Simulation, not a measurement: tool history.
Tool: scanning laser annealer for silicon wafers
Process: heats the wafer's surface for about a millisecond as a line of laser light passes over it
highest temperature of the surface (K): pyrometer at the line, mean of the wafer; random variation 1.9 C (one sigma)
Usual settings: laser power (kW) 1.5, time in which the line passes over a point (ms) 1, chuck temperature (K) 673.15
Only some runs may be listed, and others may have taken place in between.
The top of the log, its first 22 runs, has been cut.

run	hour	laser power (kW)	time in which the line passes over a point (ms)	chuck temperature (K)	highest temperature of the surface (K)
23	288.4	1.454	1	673.15	1436.15
24	303	1.391	1.13	703.15	1472.15
25	317.9	1.397	1	673.15	1401.15
26	333.8	1.488	0.8	673.15	1365.15
27	346.9	1.488	0.8	686.15	1382.15
28	362.7	1.468	0.8	686.15	1368.15
# hour 374.4: window over the wafer cleaned
29	380.5	1.468	0.8	686.15	1384.15
30	390.2	1.579	0.93	678.15	1509.15
31	398	1.579	0.93	678.15	1513.15
32	407.8	1.398	0.7	659.15	1270.15

Here are 3 independent what-if runs from the current tool condition. What would each one return?
A	423.6	1.402	1.08	703.15	?
B	423.6	1.488	1	673.15	?
C	423.6	1.359	1.2	642.15	?

run	highest temperature of the surface (K)
A	1479.15
B	1475.15
C	1432.15
What these runs would have given with no unlogged condition in the tool:
run	highest temperature of the surface (K)
A	1495.15
B	1491.15
C	1448.15
